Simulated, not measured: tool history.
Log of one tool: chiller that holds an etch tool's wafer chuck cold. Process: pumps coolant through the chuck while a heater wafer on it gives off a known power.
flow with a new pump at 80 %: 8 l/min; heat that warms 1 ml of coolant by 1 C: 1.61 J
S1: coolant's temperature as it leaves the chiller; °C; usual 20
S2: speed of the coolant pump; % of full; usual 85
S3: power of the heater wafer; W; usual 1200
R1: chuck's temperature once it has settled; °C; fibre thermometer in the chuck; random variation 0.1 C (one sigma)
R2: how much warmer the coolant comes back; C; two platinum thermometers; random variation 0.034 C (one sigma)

run	hour	S1	S2	S3	R1	R2
1	0.0	20	85	1200	33.2	5.27
2	44.5	20	85	1200	33.4	5.29
3	127.4	20	85	1200	33.1	5.33
4	213.1	20	85	1200	33.2	5.35
5	266.1	20	85	1200	33.2	5.36
6	337.7	20	85	1200	33.3	5.42
7	387.7	20	85	1174	32.9	5.27
8	460.4	20	85	1174	32.9	5.31
9	531.9	20	85	1174	33.0	5.30
10	592.3	20	85	1174	32.7	5.34
11	669.3	20	85	1174	33.0	5.35
12	733.1	20	85	1174	32.9	5.40
13	769.6	20	85	1174	33.1	5.41
14	844.7	20	85	1188	33.2	5.54
15	917.3	20	85	1188	33.1	5.53
16	1001.5	20	85	1200	33.0	5.62
# hour 1014.9: chiller's thermometer calibrated
17	1059.6	17	69	686	25.8	4.04
18	1119.8	20	85	1062	31.6	5.05
19	1156.3	20	85	1062	31.7	5.06
# hour 1190.5: gauge calibrated
20	1197.8	20	85	1062	31.6	4.67
21	1236.4	20	65	728	29.9	4.17
22	1316.3	20	65	1349	38.3	7.83
23	1362.6	20	99	1008	29.9	3.87
# hour 1402.7: coolant pump overhauled
24	1413.5	20	99	1008	29.9	3.90
25	1503.8	21	62	1008	34.9	6.15
26	1563.3	20	82	835	29.5	3.93
27	1615.2	20	82	835	29.3	3.96
28	1659.4	20	82	835	29.5	3.97
29	1731.2	25	62	906	37.8	5.70
30	1820.6	12	81	705	20.1	3.49
# hour 1893.8: coolant changed, channels flushed
31	1901.9	12	81	705	20.0	3.47

3 ways to go on from here, each from the tool as it stands after run 31. What would each give?
A	1949.9	16	85	959	?	?
B	1949.9	15	81	705	?	?
C	1949.9	12	85	1200	?	?

run	R1	R2
A	26.6	4.47
B	23.1	3.48
C	25.3	5.57
Without the tool's hidden state the same runs would have given:
run	R1	R2
A	26.6	4.21
B	23.1	3.23
C	25.3	5.31
